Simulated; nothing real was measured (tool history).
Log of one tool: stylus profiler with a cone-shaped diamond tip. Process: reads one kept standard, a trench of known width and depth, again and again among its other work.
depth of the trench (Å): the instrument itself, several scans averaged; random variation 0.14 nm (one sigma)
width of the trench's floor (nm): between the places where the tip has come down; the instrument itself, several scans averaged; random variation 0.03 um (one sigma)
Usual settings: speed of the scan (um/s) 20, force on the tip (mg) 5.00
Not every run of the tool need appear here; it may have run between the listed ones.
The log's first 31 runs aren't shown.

| run | hour | speed of the scan (um/s) | force on the tip (mg) | depth of the trench (Å) | width of the trench's floor (nm) |
|---|---|---|---|---|---|
| 32 | 833.9 | 28 | 12.84 | 5145.7 | 96510 |
|  | 836.4 | height scale calibrated on a step standard |
| 33 | 848.2 | 28 | 12.84 | 5131.0 | 96500 |
| 34 | 869.8 | 73 | 3.59 | 5035.0 | 96370 |
| 35 | 887.4 | 31 | 4.43 | 5046.0 | 96430 |
| 36 | 918.0 | 31 | 4.43 | 5043.3 | 96410 |
|  | 920.5 | height scale calibrated on a step standard, once more |
| 37 | 936.9 | 55 | 2.73 | 5064.1 | 96340 |
| 38 | 961.4 | 7 | 6.91 | 5113.1 | 96460 |
| 39 | 985.5 | 7 | 4.31 | 5087.9 | 96430 |
| 40 | 1004.9 | 20 | 6.73 | 5113.9 | 96380 |
| 41 | 1020.6 | 20 | 6.73 | 5114.8 | 96410 |
| 42 | 1048.8 | 20 | 8.85 | 5138.0 | 96400 |
| 43 | 1074.7 | 32 | 2.48 | 5059.2 | 96410 |
| 44 | 1102.9 | 32 | 2.48 | 5058.9 | 96350 |
| 45 | 1127.9 | 31 | 2.44 | 5058.2 | 96350 |

Predict each of these 3 candidate next runs independently; none follows another, all start after run 45:
| A | 1144.0 | 58 | 4.87 | ? | ? |
| B | 1144.0 | 45 | 8.28 | ? | ? |
| C | 1144.0 | 31 | 9.38 | ? | ? |

| run | depth of the trench (Å) | width of the trench's floor (nm) |
|---|---|---|
| A | 5092.8 | 96310 |
| B | 5127.6 | 96300 |
| C | 5139.9 | 96350 |
The same runs, with their run-to-run variation unchanged, on a tool lacking any hidden condition would have given:
| run | depth of the trench (Å) | width of the trench's floor (nm) |
|---|---|---|
| A | 5091.4 | 96910 |
| B | 5126.2 | 96900 |
| C | 5138.5 | 96940 |
